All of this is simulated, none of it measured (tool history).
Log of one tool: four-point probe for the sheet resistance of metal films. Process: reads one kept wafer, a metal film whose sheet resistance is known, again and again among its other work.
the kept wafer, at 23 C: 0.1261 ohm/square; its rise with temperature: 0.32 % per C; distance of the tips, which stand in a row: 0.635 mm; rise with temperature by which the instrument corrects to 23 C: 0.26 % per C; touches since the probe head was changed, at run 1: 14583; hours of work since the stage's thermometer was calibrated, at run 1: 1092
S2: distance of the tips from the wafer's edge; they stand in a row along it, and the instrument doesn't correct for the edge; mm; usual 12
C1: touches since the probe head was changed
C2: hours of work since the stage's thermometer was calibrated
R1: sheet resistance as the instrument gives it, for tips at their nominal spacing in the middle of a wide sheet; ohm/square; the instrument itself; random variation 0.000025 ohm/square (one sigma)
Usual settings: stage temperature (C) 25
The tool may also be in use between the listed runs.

{"run": 1, "hour": 0.0, "stage temperature (C)": 25, "S2": 12, "C1": 14583, "C2": 1092, "R1": 0.126399}
{"run": 2, "hour": 8.3, "stage temperature (C)": 22, "S2": 12, "C1": 14989, "C2": 1097, "R1": 0.12625}
{"run": 3, "hour": 22.8, "stage temperature (C)": 20, "S2": 12, "C1": 15703, "C2": 1106, "R1": 0.126046}
{"run": 4, "hour": 33.7, "stage temperature (C)": 20, "S2": 12, "C1": 16243, "C2": 1113, "R1": 0.126092}
{"run": 5, "hour": 45.7, "stage temperature (C)": 20, "S2": 12, "C1": 16834, "C2": 1120, "R1": 0.126115}
{"run": 6, "hour": 59.4, "stage temperature (C)": 20, "S2": 12, "C1": 17505, "C2": 1129, "R1": 0.12612}
{"run": 7, "hour": 72.8, "stage temperature (C)": 25, "S2": 12, "C1": 18166, "C2": 1137, "R1": 0.126454}
{"run": 8, "hour": 83.6, "stage temperature (C)": 25, "S2": 12, "C1": 18696, "C2": 1144, "R1": 0.126432}
{"run": 9, "hour": 92.5, "stage temperature (C)": 24, "S2": 12, "C1": 19135, "C2": 1149, "R1": 0.126338}
{"run": 10, "hour": 103.7, "stage temperature (C)": 24, "S2": 12, "C1": 19685, "C2": 1156, "R1": 0.126331}
{"run": 11, "hour": 111.9, "stage temperature (C)": 24, "S2": 12, "C1": 20089, "C2": 1161, "R1": 0.12636}
{"run": 12, "hour": 119.8, "stage temperature (C)": 24, "S2": 12, "C1": 20479, "C2": 1166, "R1": 0.126382}
{"run": 13, "hour": 126.5, "stage temperature (C)": 24, "S2": 12, "C1": 20810, "C2": 1170, "R1": 0.126358}
{"run": 14, "hour": 141.9, "stage temperature (C)": 31, "S2": 12, "C1": 21567, "C2": 1179, "R1": 0.126771}
{"run": 15, "hour": 156.8, "stage temperature (C)": 21, "S2": 12, "C1": 22300, "C2": 1189, "R1": 0.126167}
{"run": 16, "hour": 163.5, "stage temperature (C)": 21, "S2": 12, "C1": 22628, "C2": 1193, "R1": 0.126151}
{"run": 17, "hour": 177.0, "stage temperature (C)": 21, "S2": 12, "C1": 23291, "C2": 1201, "R1": 0.126119}
{"run": 18, "hour": 185.3, "stage temperature (C)": 20, "S2": 12, "C1": 23702, "C2": 1206, "R1": 0.126105}
{"run": 19, "hour": 200.4, "stage temperature (C)": 20, "S2": 12, "C1": 24447, "C2": 1215, "R1": 0.126076}
{"run": 20, "hour": 215.4, "stage temperature (C)": 20, "S2": 12, "C1": 25184, "C2": 1225, "R1": 0.126075}
{"run": 21, "hour": 228.2, "stage temperature (C)": 20, "S2": 12, "C1": 25811, "C2": 1232, "R1": 0.126078}
{"run": 22, "hour": 238.6, "stage temperature (C)": 25, "S2": 12, "C1": 26323, "C2": 1239, "R1": 0.12643}
{"hour": 247.7, "done": "stage's thermometer calibrated"}
{"run": 23, "hour": 254.4, "stage temperature (C)": 20, "S2": 14, "C1": 27079, "C2": 4, "R1": 0.126025}
{"run": 24, "hour": 268.1, "stage temperature (C)": 20, "S2": 14, "C1": 27752, "C2": 13, "R1": 0.126068}
{"run": 25, "hour": 280.6, "stage temperature (C)": 20, "S2": 14, "C1": 28367, "C2": 20, "R1": 0.12605}
{"run": 26, "hour": 295.3, "stage temperature (C)": 20, "S2": 14, "C1": 29090, "C2": 29, "R1": 0.126022}
{"run": 27, "hour": 305.4, "stage temperature (C)": 21, "S2": 21, "C1": 29586, "C2": 35, "R1": 0.126045}
{"run": 28, "hour": 313.7, "stage temperature (C)": 33, "S2": 10, "C1": 29994, "C2": 41, "R1": 0.127039}
{"run": 29, "hour": 320.4, "stage temperature (C)": 21, "S2": 17, "C1": 30325, "C2": 45, "R1": 0.126133}
{"run": 30, "hour": 331.1, "stage temperature (C)": 23, "S2": 9, "C1": 30851, "C2": 51, "R1": 0.126441}
{"run": 31, "hour": 340.8, "stage temperature (C)": 24, "S2": 5, "C1": 31330, "C2": 57, "R1": 0.127291}
{"run": 32, "hour": 355.2, "stage temperature (C)": 20, "S2": 14, "C1": 32040, "C2": 66, "R1": 0.126011}
{"run": 33, "hour": 365.4, "stage temperature (C)": 19, "S2": 13, "C1": 32538, "C2": 72, "R1": 0.125982}
{"run": 34, "hour": 380.1, "stage temperature (C)": 27, "S2": 12, "C1": 33265, "C2": 81, "R1": 0.126547}
{"run": 35, "hour": 386.9, "stage temperature (C)": 24, "S2": 5, "C1": 33598, "C2": 86, "R1": 0.127303}
{"run": 36, "hour": 397.0, "stage temperature (C)": 24, "S2": 5, "C1": 34096, "C2": 92, "R1": 0.127247}
{"run": 37, "hour": 405.3, "stage temperature (C)": 23, "S2": 19, "C1": 34503, "C2": 97, "R1": 0.126199}
{"run": 38, "hour": 413.6, "stage temperature (C)": 25, "S2": 19, "C1": 34914, "C2": 102, "R1": 0.126305}
{"run": 39, "hour": 425.3, "stage temperature (C)": 35, "S2": 49, "C1": 35486, "C2": 109, "R1": 0.126923}
{"run": 40, "hour": 434.1, "stage temperature (C)": 27, "S2": 21, "C1": 35919, "C2": 114, "R1": 0.126414}
{"run": 41, "hour": 448.4, "stage temperature (C)": 26, "S2": 12, "C1": 36625, "C2": 123, "R1": 0.126519}
{"run": 42, "hour": 459.9, "stage temperature (C)": 26, "S2": 12, "C1": 37190, "C2": 130, "R1": 0.12649}
{"run": 43, "hour": 468.6, "stage temperature (C)": 19, "S2": 64, "C1": 37618, "C2": 136, "R1": 0.125852}
{"run": 44, "hour": 475.0, "stage temperature (C)": 26, "S2": 23, "C1": 37934, "C2": 140, "R1": 0.126361}

How the hidden state differs across the entries between the runs, from the last listed run before each to the first after it:
Between runs 22 and 23: stage's thermometer calibrated (hour 247.7)
  no hidden state differs between the two runs
